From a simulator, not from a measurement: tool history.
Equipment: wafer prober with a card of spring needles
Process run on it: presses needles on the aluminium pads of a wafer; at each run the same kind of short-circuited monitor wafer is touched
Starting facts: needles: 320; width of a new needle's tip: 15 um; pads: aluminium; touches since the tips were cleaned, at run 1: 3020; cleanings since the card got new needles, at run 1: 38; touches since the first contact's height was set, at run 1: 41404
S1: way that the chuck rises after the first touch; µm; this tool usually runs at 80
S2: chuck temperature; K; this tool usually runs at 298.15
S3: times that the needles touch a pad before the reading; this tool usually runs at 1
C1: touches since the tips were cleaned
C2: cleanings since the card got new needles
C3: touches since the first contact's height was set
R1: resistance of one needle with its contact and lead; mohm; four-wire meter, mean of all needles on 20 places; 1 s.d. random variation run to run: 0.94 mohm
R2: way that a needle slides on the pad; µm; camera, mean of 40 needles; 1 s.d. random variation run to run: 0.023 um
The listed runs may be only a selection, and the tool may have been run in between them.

run 1 day=0 | S1=80 S2=298.15 S3=1 | C1=3020 C2=38 C3=41404 | R1=239.2 R2=17.86
-- day=0.154 tips cleaned on abrasive film
-- day=0.904 tips cleaned on abrasive film
-- day=1.512 tips cleaned on abrasive film
run 2 day=1.512 | S1=80 S2=298.15 S3=1 | C1=0 C2=41 C3=50829 | R1=240.3 R2=17.85
-- day=2.138 tips cleaned on abrasive film
-- day=2.8 tips cleaned on abrasive film
run 3 day=2.8 | S1=80 S2=298.15 S3=1 | C1=0 C2=43 C3=58870 | R1=240.4 R2=17.91
-- day=3.483 tips cleaned on abrasive film
run 4 day=3.875 | S1=80 S2=298.15 S3=1 | C1=2460 C2=44 C3=65606 | R1=240.1 R2=17.84
-- day=4.15 tips cleaned on abrasive film
-- day=4.833 tips cleaned on abrasive film
-- day=5.433 tips cleaned on abrasive film
-- day=6.112 tips cleaned on abrasive film
run 5 day=6.229 | S1=80 S2=325.15 S3=1 | C1=717 C2=48 C3=80288 | R1=243.9 R2=17.81
-- day=6.825 tips cleaned on abrasive film
-- day=7.542 tips cleaned on abrasive film
run 6 day=7.771 | S1=80 S2=325.15 S3=1 | C1=1460 C2=50 C3=89948 | R1=247.1 R2=17.77
-- day=8.171 tips cleaned on abrasive film
-- day=8.896 tips cleaned on abrasive film
-- day=9.517 tips cleaned on abrasive film
run 7 day=9.575 | S1=80 S2=298.15 S3=3 | C1=362 C2=53 C3=101192 | R1=238.2 R2=17.77
-- day=10.192 tips cleaned on abrasive film
-- day=10.812 tips cleaned on abrasive film
run 8 day=11.188 | S1=80 S2=298.15 S3=3 | C1=2360 C2=55 C3=111295 | R1=238.9 R2=17.7
-- day=11.492 tips cleaned on abrasive film
-- day=12.158 tips cleaned on abrasive film
-- day=12.171 height of the first contact set anew
-- day=12.888 tips cleaned on abrasive film
run 9 day=13.412 | S1=80 S2=298.15 S3=3 | C1=3292 C2=58 C3=7765 | R1=238.7 R2=17.76
-- day=13.55 tips cleaned on abrasive film
-- day=14.262 tips cleaned on abrasive film
-- day=14.971 tips cleaned on abrasive film
run 10 day=15.196 | S1=80 S2=298.15 S3=1 | C1=1416 C2=61 C3=18905 | R1=240 R2=17.73
-- day=15.642 tips cleaned on abrasive film
run 11 day=16.167 | S1=80 S2=298.15 S3=1 | C1=3307 C2=62 C3=24984 | R1=239.3 R2=17.7
-- day=16.321 tips cleaned on abrasive film
-- day=16.975 tips cleaned on abrasive film
-- day=17.696 tips cleaned on abrasive film
run 12 day=17.733 | S1=80 S2=298.15 S3=2 | C1=227 C2=65 C3=34737 | R1=238.7 R2=17.7
-- day=18.442 tips cleaned on abrasive film
run 13 day=18.908 | S1=80 S2=298.15 S3=2 | C1=2934 C2=66 C3=42097 | R1=240 R2=17.66
-- day=19.058 tips cleaned on abrasive film
-- day=19.779 tips cleaned on abrasive film
run 14 day=20.246 | S1=80 S2=298.15 S3=2 | C1=2933 C2=68 C3=50451 | R1=239.6 R2=17.65
-- day=20.396 tips cleaned on abrasive film
-- day=21.108 tips cleaned on abrasive film
-- day=21.708 tips cleaned on abrasive film
run 15 day=21.871 | S1=80 S2=298.15 S3=2 | C1=1015 C2=71 C3=60590 | R1=239.4 R2=17.66
-- day=22.312 tips cleaned on abrasive film
-- day=23.062 tips cleaned on abrasive film
-- day=23.362 gauge calibrated
-- day=23.783 tips cleaned on abrasive film
run 16 day=24.158 | S1=93 S2=307.15 S3=1 | C1=2346 C2=74 C3=74898 | R1=238.8 R2=20.78
-- day=24.421 tips cleaned on abrasive film
-- day=25.1 tips cleaned on abrasive film
-- day=25.788 tips cleaned on abrasive film
run 17 day=26.046 | S1=91 S2=298.15 S3=1 | C1=1625 C2=77 C3=86683 | R1=237.6 R2=20.32
-- day=26.438 tips cleaned on abrasive film
-- day=27.088 tips cleaned on abrasive film
run 18 day=27.088 | S1=75 S2=298.15 S3=1 | C1=0 C2=79 C3=93190 | R1=241.1 R2=16.74
-- day=27.796 tips cleaned on abrasive film
run 19 day=28.067 | S1=75 S2=298.15 S3=1 | C1=1700 C2=80 C3=99305 | R1=240.8 R2=16.71
-- day=28.475 tips cleaned on abrasive film
-- day=29.146 tips cleaned on abrasive film
-- day=29.85 tips cleaned on abrasive film
run 20 day=30.371 | S1=80 S2=298.15 S3=1 | C1=3289 C2=83 C3=113720 | R1=239.1 R2=17.77
-- day=30.496 tips cleaned on abrasive film
-- day=31.025 height of the first contact set anew
-- day=31.129 tips cleaned on abrasive film
-- day=31.771 tips cleaned on abrasive film
run 21 day=32.05 | S1=66 S2=326.15 S3=2 | C1=1766 C2=86 C3=6390 | R1=248.2 R2=14.66
-- day=32.5 tips cleaned on abrasive film
-- day=33.229 tips cleaned on abrasive film
run 22 day=33.804 | S1=66 S2=326.15 S3=2 | C1=3605 C2=88 C3=17356 | R1=248.5 R2=14.67

Estimate the outcome of run 23 from the log above:
-- day=33.958 tips cleaned on abrasive film
-- day=34.629 tips cleaned on abrasive film
-- day=35.288 tips cleaned on abrasive film
-- day=35.938 tips cleaned on abrasive film
run 23 day=35.938 | S1=80 S2=386.15 S3=1 | C1=0 C2=92 C3=30655 | R1=? R2=?

R1: 262.1 mohm
R2: 17.73 µm
Minus the tool's unlogged condition, the same run would have read R1 262.1 mohm, R2 17.87 µm.

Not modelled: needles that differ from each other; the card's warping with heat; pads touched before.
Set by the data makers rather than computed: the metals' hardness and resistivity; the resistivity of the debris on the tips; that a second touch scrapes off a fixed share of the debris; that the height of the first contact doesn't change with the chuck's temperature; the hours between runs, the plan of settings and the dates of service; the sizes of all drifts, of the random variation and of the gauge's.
